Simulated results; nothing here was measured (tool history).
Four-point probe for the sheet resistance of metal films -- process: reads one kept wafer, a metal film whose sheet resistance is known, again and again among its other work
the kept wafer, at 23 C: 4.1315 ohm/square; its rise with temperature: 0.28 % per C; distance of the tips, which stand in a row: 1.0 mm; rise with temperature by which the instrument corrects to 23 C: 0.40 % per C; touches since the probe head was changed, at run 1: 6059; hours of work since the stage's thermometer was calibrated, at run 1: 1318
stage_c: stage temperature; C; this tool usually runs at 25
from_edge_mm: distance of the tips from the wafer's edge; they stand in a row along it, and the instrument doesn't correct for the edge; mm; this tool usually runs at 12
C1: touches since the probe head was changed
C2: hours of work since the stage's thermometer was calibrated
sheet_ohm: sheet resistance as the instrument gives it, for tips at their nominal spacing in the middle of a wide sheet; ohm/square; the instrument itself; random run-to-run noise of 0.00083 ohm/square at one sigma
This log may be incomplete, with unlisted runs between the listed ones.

run 1 hour=0 | stage_c=25 from_edge_mm=12 | C1=6059 C2=1318 | sheet_ohm=4.159648
run 2 hour=16 | stage_c=20 from_edge_mm=12 | C1=6355 C2=1327 | sheet_ohm=4.185296
run 3 hour=25.3 | stage_c=20 from_edge_mm=12 | C1=6526 C2=1332 | sheet_ohm=4.183672
run 4 hour=35.9 | stage_c=20 from_edge_mm=12 | C1=6722 C2=1338 | sheet_ohm=4.184269
run 5 hour=46.7 | stage_c=20 from_edge_mm=12 | C1=6920 C2=1344 | sheet_ohm=4.183904
run 6 hour=58.7 | stage_c=25 from_edge_mm=12 | C1=7142 C2=1351 | sheet_ohm=4.160145
run 7 hour=65.8 | stage_c=25 from_edge_mm=17 | C1=7273 C2=1355 | sheet_ohm=4.151428
run 8 hour=80.3 | stage_c=21 from_edge_mm=17 | C1=7541 C2=1364 | sheet_ohm=4.17194
run 9 hour=93 | stage_c=26 from_edge_mm=17 | C1=7776 C2=1371 | sheet_ohm=4.14807
run 10 hour=100.3 | stage_c=26 from_edge_mm=17 | C1=7911 C2=1375 | sheet_ohm=4.148538
run 11 hour=112.8 | stage_c=26 from_edge_mm=17 | C1=8141 C2=1382 | sheet_ohm=4.148226
run 12 hour=128 | stage_c=25 from_edge_mm=12 | C1=8422 C2=1391 | sheet_ohm=4.161209
run 13 hour=140.1 | stage_c=25 from_edge_mm=12 | C1=8645 C2=1398 | sheet_ohm=4.16092
run 14 hour=152.8 | stage_c=25 from_edge_mm=12 | C1=8879 C2=1405 | sheet_ohm=4.160929
run 15 hour=169.7 | stage_c=25 from_edge_mm=12 | C1=9192 C2=1415 | sheet_ohm=4.160939
run 16 hour=179.9 | stage_c=25 from_edge_mm=12 | C1=9379 C2=1421 | sheet_ohm=4.16171
run 17 hour=195.5 | stage_c=25 from_edge_mm=12 | C1=9669 C2=1430 | sheet_ohm=4.160277
run 18 hour=206.5 | stage_c=24 from_edge_mm=10 | C1=9870 C2=1436 | sheet_ohm=4.172602
run 19 hour=219.9 | stage_c=19 from_edge_mm=42 | C1=10117 C2=1444 | sheet_ohm=4.177863
run 20 hour=233 | stage_c=25 from_edge_mm=56 | C1=10360 C2=1451 | sheet_ohm=4.145863
run 21 hour=249.3 | stage_c=32 from_edge_mm=43 | C1=10660 C2=1460 | sheet_ohm=4.116374
run 22 hour=257.7 | stage_c=32 from_edge_mm=43 | C1=10816 C2=1465 | sheet_ohm=4.114149
run 23 hour=272.2 | stage_c=31 from_edge_mm=10 | C1=11083 C2=1474 | sheet_ohm=4.138887
run 24 hour=288.6 | stage_c=27 from_edge_mm=12 | C1=11387 C2=1483 | sheet_ohm=4.152599
run 25 hour=298.1 | stage_c=29 from_edge_mm=8 | C1=11562 C2=1488 | sheet_ohm=4.162337
run 26 hour=312 | stage_c=25 from_edge_mm=3 | C1=11819 C2=1496 | sheet_ohm=4.378252
run 27 hour=319.5 | stage_c=25 from_edge_mm=3 | C1=11957 C2=1501 | sheet_ohm=4.378605
run 28 hour=333.7 | stage_c=27 from_edge_mm=12 | C1=12218 C2=1509 | sheet_ohm=4.152777
run 29 hour=342.9 | stage_c=27 from_edge_mm=55 | C1=12389 C2=1514 | sheet_ohm=4.137747
run 30 hour=354.5 | stage_c=27 from_edge_mm=55 | C1=12603 C2=1521 | sheet_ohm=4.137747
run 31 hour=364.4 | stage_c=25 from_edge_mm=28 | C1=12786 C2=1526 | sheet_ohm=4.149714
run 32 hour=376.6 | stage_c=26 from_edge_mm=69 | C1=13010 C2=1533 | sheet_ohm=4.142012
run 33 hour=391.7 | stage_c=26 from_edge_mm=69 | C1=13289 C2=1542 | sheet_ohm=4.142378

Each row is a separate what-if for the run after 33, all from the same tool condition, not one after another. Results?
run A hour=405.3 | stage_c=18 from_edge_mm=3 | C1=13541 C2=1550 | sheet_ohm=?
run B hour=405.3 | stage_c=19 from_edge_mm=38 | C1=13541 C2=1550 | sheet_ohm=?
run C hour=405.3 | stage_c=25 from_edge_mm=30 | C1=13541 C2=1550 | sheet_ohm=?
run D hour=405.3 | stage_c=21 from_edge_mm=42 | C1=13541 C2=1550 | sheet_ohm=?

run=A sheet_ohm=4.415927
run=B sheet_ohm=4.179396
run=C sheet_ohm=4.148195
run=D sheet_ohm=4.166528
Without the tool's hidden state the same runs would have given:
run=A sheet_ohm=4.389359
run=B sheet_ohm=4.15418
run=C sheet_ohm=4.123268
run=D sheet_ohm=4.141423
